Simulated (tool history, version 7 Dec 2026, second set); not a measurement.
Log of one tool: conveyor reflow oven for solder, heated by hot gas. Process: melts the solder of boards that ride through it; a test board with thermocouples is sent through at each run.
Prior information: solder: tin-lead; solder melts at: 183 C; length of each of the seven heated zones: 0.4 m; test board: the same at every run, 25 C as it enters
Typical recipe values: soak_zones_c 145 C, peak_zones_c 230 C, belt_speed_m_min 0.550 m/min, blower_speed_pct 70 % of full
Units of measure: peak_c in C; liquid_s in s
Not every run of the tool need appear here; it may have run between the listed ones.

run,hour,soak_zones_c,peak_zones_c,belt_speed_m_min,blower_speed_pct,peak_c,liquid_s
1,0.0,145,230,0.550,70,214.5,64.9
2,7.4,150,230,0.550,70,215.1,68.7
3,18.1,145,230,0.506,70,216.3,74.5
4,25.9,145,230,0.550,70,214.3,64.2
5,32.0,145,230,0.550,70,214.4,64.7
6,39.9,145,230,0.550,70,214.5,65.4
7,47.9,153,230,0.550,70,215.9,70.1
8,54.2,145,230,0.550,76,216.0,66.2
9,62.9,145,230,0.550,76,215.1,66.2
10,75.0,145,230,0.550,76,215.1,66.9
11,86.2,145,230,0.550,76,214.9,66.2
12,98.6,145,241,0.565,68,222.1,69.7
13,110.1,132,222,0.550,54,201.5,41.8
14,120.3,132,222,0.550,54,200.7,42.0
15,131.5,147,222,0.550,66,206.8,58.4
16,142.7,138,230,0.586,54,205.5,47.8
17,154.2,159,240,0.654,70,219.8,64.2
18,164.2,159,240,0.654,70,219.5,64.1
19,176.1,159,240,0.594,57,220.3,70.7
20,183.7,145,230,0.550,83,216.4,67.1
21,190.3,155,243,0.600,70,224.4,71.3
22,196.0,158,219,0.471,81,212.3,84.0

5 options for the next run, each taken on its own from the tool as it stands now. Forecast them:
A,204.2,145,230,0.509,62,?,?
B,204.2,145,239,0.495,70,?,?
C,204.2,154,219,0.471,81,?,?
D,204.2,135,219,0.485,73,?,?
E,204.2,145,230,0.632,70,?,?

run,peak_c,liquid_s
A,215.4,71.0
B,224.8,83.1
C,211.7,82.4
D,207.3,62.1
E,208.9,50.9
Take away the tool's hidden state, keep each run's random variation, and the runs would have read:
run,peak_c,liquid_s
A,215.9,71.9
B,225.5,83.6
C,211.7,83.1
D,207.8,63.8
E,210.2,52.8

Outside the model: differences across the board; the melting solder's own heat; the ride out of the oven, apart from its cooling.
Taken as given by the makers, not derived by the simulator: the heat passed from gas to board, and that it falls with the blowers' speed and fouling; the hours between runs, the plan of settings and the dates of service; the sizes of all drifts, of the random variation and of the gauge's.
